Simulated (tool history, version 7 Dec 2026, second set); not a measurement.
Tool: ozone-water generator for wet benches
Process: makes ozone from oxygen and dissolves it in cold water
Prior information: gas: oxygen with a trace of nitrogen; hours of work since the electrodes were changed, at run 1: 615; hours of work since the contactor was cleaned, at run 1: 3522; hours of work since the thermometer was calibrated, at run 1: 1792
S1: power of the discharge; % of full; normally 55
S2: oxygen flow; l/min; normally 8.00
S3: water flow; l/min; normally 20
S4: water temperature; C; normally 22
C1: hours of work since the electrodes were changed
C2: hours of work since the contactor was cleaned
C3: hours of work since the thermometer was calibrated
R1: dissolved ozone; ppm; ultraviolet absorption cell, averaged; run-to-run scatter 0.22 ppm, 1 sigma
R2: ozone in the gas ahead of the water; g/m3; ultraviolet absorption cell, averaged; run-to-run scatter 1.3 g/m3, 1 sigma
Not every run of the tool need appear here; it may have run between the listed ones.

run,hour,S1,S2,S3,S4,C1,C2,C3,R1,R2
1,0.0,55,8.00,20,22,615,3522,1792,32.4,233.3
2,75.6,55,8.00,20,22,661,3568,1838,32.0,228.8
3,142.3,55,8.00,20,22,702,3609,1879,31.3,230.1
4,217.0,55,8.00,18,22,748,3655,1924,33.6,230.9
5,272.3,55,8.00,18,22,782,3688,1958,34.1,230.6
6,311.1,55,8.00,18,27,805,3712,1982,30.3,231.3
7,387.6,55,8.00,18,27,852,3759,2029,30.5,231.4
8,468.6,55,8.00,20,22,902,3809,2078,32.0,228.6
9,523.9,55,8.00,20,22,936,3842,2112,32.0,228.2
10,607.5,55,8.00,20,22,987,3894,2163,32.4,228.8
11,678.4,57,8.00,20,22,1030,3937,2207,32.4,237.4
12,722.0,57,8.00,20,22,1057,3964,2233,32.8,234.3
13,767.7,55,8.00,20,22,1085,3992,2261,32.0,229.5
14,827.8,48,6.02,23,29,1121,4028,2298,24.6,244.4
15,909.1,86,5.88,20,18,1171,4078,2348,44.1,337.2
16,987.9,86,5.88,20,18,1219,4126,2396,43.1,339.8
17,1066.3,86,6.62,20,27,1267,4174,2444,37.5,321.3
18,1150.0,86,6.62,20,27,1319,4225,2495,37.4,323.5
19,1227.2,84,13.90,19,24,1366,4273,2542,37.0,223.0
20,1267.1,84,7.32,19,16,1390,4297,2567,46.3,305.1
21,1352.6,84,7.32,19,16,1443,4349,2619,46.5,300.8
22,1413.6,84,7.32,20,22,1480,4387,2656,40.0,303.3
23,1462.7,55,8.00,18,19,1510,4417,2686,35.9,230.9
24,1540.2,87,8.00,31,22,1557,4464,2734,31.6,295.7
25,1584.6,55,8.00,20,19,1585,4491,2761,34.0,230.9

Predict each of these 4 candidate next runs independently; none follows another, all start after run 25:
A,1647.6,71,6.42,20,25,1623,4530,2799,?,?
B,1647.6,55,8.00,20,15,1623,4530,2799,?,?
C,1647.6,55,8.00,32,14,1623,4530,2799,?,?
D,1647.6,78,8.00,20,22,1623,4530,2799,?,?

run,R1,R2
A,35.4,293.5
B,36.4,231.1
C,27.5,232.8
D,38.5,279.1
Without the tool's unlogged condition, the same runs would have read:
run,R1,R2
A,35.4,293.6
B,36.4,231.2
C,27.5,232.9
D,38.5,279.2

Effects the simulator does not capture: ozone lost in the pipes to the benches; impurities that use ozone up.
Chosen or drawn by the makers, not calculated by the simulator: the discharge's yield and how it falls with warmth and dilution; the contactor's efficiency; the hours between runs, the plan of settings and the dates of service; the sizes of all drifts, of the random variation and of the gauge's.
